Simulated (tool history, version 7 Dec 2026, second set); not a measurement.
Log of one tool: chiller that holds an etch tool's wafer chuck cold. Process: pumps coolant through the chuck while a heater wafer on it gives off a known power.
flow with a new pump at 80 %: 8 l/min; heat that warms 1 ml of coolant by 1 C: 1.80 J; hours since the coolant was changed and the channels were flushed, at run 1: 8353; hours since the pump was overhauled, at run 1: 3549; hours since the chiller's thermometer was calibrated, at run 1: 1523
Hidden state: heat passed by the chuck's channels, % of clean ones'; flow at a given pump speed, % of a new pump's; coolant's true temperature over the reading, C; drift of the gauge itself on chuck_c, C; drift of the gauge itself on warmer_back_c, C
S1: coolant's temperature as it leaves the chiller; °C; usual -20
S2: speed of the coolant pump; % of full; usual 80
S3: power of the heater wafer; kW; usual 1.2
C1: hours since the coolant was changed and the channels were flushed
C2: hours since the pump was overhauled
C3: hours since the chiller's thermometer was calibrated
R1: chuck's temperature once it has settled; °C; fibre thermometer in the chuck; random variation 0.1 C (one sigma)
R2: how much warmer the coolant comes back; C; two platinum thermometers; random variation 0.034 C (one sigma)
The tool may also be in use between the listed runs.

run    hour   S1  S2     S3    C1    C2    C3     R1    R2
  1       0  -20  80    1.2  8353  3549  1523   -5.3   5.3
  2    63.7  -20  80  0.724  8417  3613  1587  -11.1  3.19
  3   127.9  -20  80  0.724  8481  3677  1651  -11.3  3.24
  4   236.2  -20  80  0.724  8590  3785  1760    -11  3.23
  5   284.3  -20  80    1.2  8638  3833  1808   -5.2   5.3
  6   377.4  -17  80    1.2  8731  3926  1901   -2.2  5.36
  7   485.5  -17  80    1.2  8839  4034  2009   -2.1  5.37
  8   540.6  -20  80  0.669  8894  4090  2064  -11.8  2.96
      554.4  -- coolant pump overhauled
  9   611.3  -20  99    1.2  8960    57  2130   -7.1  4.28
 10   680.2  -20  99    1.2  9029   126  2199   -7.3  4.23
 11   791.6  -20  99    1.2  9140   237  2310     -7  4.31
      897.4  -- coolant pump overhauled, once more
 12   899.1  -20  80    1.2  9243     2  2413   -5.6  4.98
 13   974.2  -20  80    1.2  9318    77  2488   -5.5  4.99
     1037.1  -- coolant changed, channels flushed
 14  1050.2  -20  80    1.2    13   147  2558   -7.4  5.05
 15  1097.2  -20  80    1.2    60   194  2605   -7.6  5.02
 16  1166.7  -20  80    1.2   130   263  2674   -7.5     5
 17  1236.1  -20  80  1.033   199   333  2744   -9.5  4.36
 18  1286.3  -27  71  1.079   249   383  2794  -14.9  5.16
 19    1362  -27  71  1.079   325   459  2869  -14.8  5.13
 20    1466  -27  71  1.079   429   563  2974  -14.8  5.17
 21  1513.1  -27  71  1.079   476   610  3021  -14.5  5.22
 22  1560.6  -27  71  1.079   523   657  3068  -14.7  5.22
 23  1615.1  -28  62    1.2   578   712  3123  -12.9  6.72
 24  1711.9  -28  62    1.2   675   809  3219  -12.9  6.75
 25  1766.4  -28  62    1.2   729   863  3274  -12.8  6.74
 26  1866.9  -23  80    1.2   830   963  3374  -10.4  5.03
 27  1944.4  -25  93  0.691   907  1041  3452  -18.4  2.45
 28  2031.7  -25  93  0.691   995  1128  3539  -18.2  2.49
 29  2127.7  -20  80  1.341  1091  1224  3635   -5.7  5.71
 30  2223.3  -11  96  1.391  1186  1320  3731      2  4.84
 31  2335.8  -21  96  0.876  1299  1432  3843  -12.8  3.06

Forecast each of these 4 alternatives for the next run:
  A  2429.4  -21  91  0.876  1392  1526  3937   ?   ?
  B  2429.4  -21  66  0.876  1392  1526  3937   ?   ?
  C  2429.4  -21  76  0.876  1392  1526  3937   ?   ?
  D  2429.4  -20  91  0.665  1392  1526  3937   ?   ?

run     R1    R2
  A  -12.1  3.23
  B    -10  4.57
  C  -11.2  3.99
  D  -13.5  2.43
Without the tool's hidden state the same runs would have given:
run     R1    R2
  A  -12.6  3.14
  B  -10.5  4.45
  C  -11.8  3.89
  D  -13.9  2.37
